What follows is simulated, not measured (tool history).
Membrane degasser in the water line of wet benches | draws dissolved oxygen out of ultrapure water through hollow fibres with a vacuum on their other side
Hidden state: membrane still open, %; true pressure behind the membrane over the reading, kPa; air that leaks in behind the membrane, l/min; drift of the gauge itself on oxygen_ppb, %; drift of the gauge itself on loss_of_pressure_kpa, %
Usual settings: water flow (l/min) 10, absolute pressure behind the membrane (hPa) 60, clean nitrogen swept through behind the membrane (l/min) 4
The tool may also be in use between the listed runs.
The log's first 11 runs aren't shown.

| run | hour | water flow (l/min) | absolute pressure behind the membrane (hPa) | clean nitrogen swept through behind the membrane (l/min) | hours since the membrane was changed | hours since the vacuum gauge was calibrated | hours since the vacuum lines were made tight | dissolved oxygen in the water behind the degasser (ppb) | pressure that the water loses in the fibres (hPa) |
|---|---|---|---|---|---|---|---|---|---|
| 12 | 2485.5 | 10 | 38.4 | 4 | 7700 | 976 | 6968 | 35.9 | 344 |
| 13 | 2758.1 | 10 | 38.4 | 4 | 7973 | 1249 | 7240 | 36 | 346.1 |
| 14 | 2921 | 10 | 60 | 2.42 | 8136 | 1411 | 7403 | 59.5 | 346.4 |
|  | 3038.2 | seals of the vacuum lines changed |
| 15 | 3207.6 | 10 | 52.8 | 2.42 | 8421 | 1696 | 169 | 53 | 347.3 |
| 16 | 3449.8 | 10 | 52.8 | 2.42 | 8663 | 1938 | 412 | 52.2 | 349.6 |
| 17 | 3686.3 | 10 | 37.7 | 8.25 | 8899 | 2175 | 648 | 32.3 | 347.2 |
| 18 | 3963 | 11 | 50.9 | 4.25 | 9176 | 2452 | 925 | 50 | 386.7 |
| 19 | 4119.8 | 11 | 50.9 | 4.25 | 9333 | 2608 | 1082 | 49.7 | 381.1 |
| 20 | 4328.1 | 12 | 89 | 5.04 | 9541 | 2817 | 1290 | 78.4 | 418.2 |
| 21 | 4478.1 | 6 | 89 | 10.57 | 9691 | 2967 | 1440 | 17.9 | 209.5 |
| 22 | 4682 | 11 | 70.5 | 4 | 9895 | 3170 | 1644 | 63.7 | 383.1 |
| 23 | 4974.6 | 11 | 70.5 | 4 | 10188 | 3463 | 1936 | 64.2 | 382.7 |
| 24 | 5232.2 | 11 | 70.5 | 4 | 10445 | 3721 | 2194 | 63.7 | 385.6 |
| 25 | 5545.2 | 9 | 48 | 4 | 10758 | 4034 | 2507 | 34.2 | 313.4 |
| 26 | 5824.6 | 9 | 48 | 4 | 11037 | 4313 | 2786 | 34.4 | 316 |
| 27 | 6100.8 | 9 | 48 | 4 | 11314 | 4589 | 3063 | 34.5 | 316.8 |
| 28 | 6244.2 | 6 | 63.9 | 2.85 | 11457 | 4733 | 3206 | 27.2 | 209.8 |
| 29 | 6503.8 | 6 | 63.9 | 2.85 | 11717 | 4992 | 3466 | 26.6 | 209.1 |
| 30 | 6688.2 | 6 | 63.9 | 2.85 | 11901 | 5177 | 3650 | 26.9 | 208.8 |
| 31 | 6884.9 | 6 | 63.9 | 2.85 | 12098 | 5373 | 3847 | 27.2 | 214 |
| 32 | 7081.9 | 6 | 63.9 | 2.85 | 12295 | 5570 | 4044 | 27.2 | 211.4 |

Forecast each of these 4 alternatives for the next run:
| A | 7387.4 | 10 | 88.6 | 2.99 | 12600 | 5876 | 4349 | ? | ? |
| B | 7387.4 | 7 | 53.8 | 2.85 | 12600 | 5876 | 4349 | ? | ? |
| C | 7387.4 | 7 | 60.8 | 1.83 | 12600 | 5876 | 4349 | ? | ? |
| D | 7387.4 | 6 | 63.9 | 7.19 | 12600 | 5876 | 4349 | ? | ? |

| run | dissolved oxygen in the water behind the degasser (ppb) | pressure that the water loses in the fibres (hPa) |
|---|---|---|
| A | 79.3 | 353 |
| B | 27.8 | 245.5 |
| C | 42.4 | 244.7 |
| D | 17.3 | 210.7 |
Without the tool's hidden state the same runs would have given:
| run | dissolved oxygen in the water behind the degasser (ppb) | pressure that the water loses in the fibres (hPa) |
|---|---|---|
| A | 79 | 344.3 |
| B | 27.6 | 239.4 |
| C | 42.3 | 238.6 |
| D | 17.2 | 205.6 |
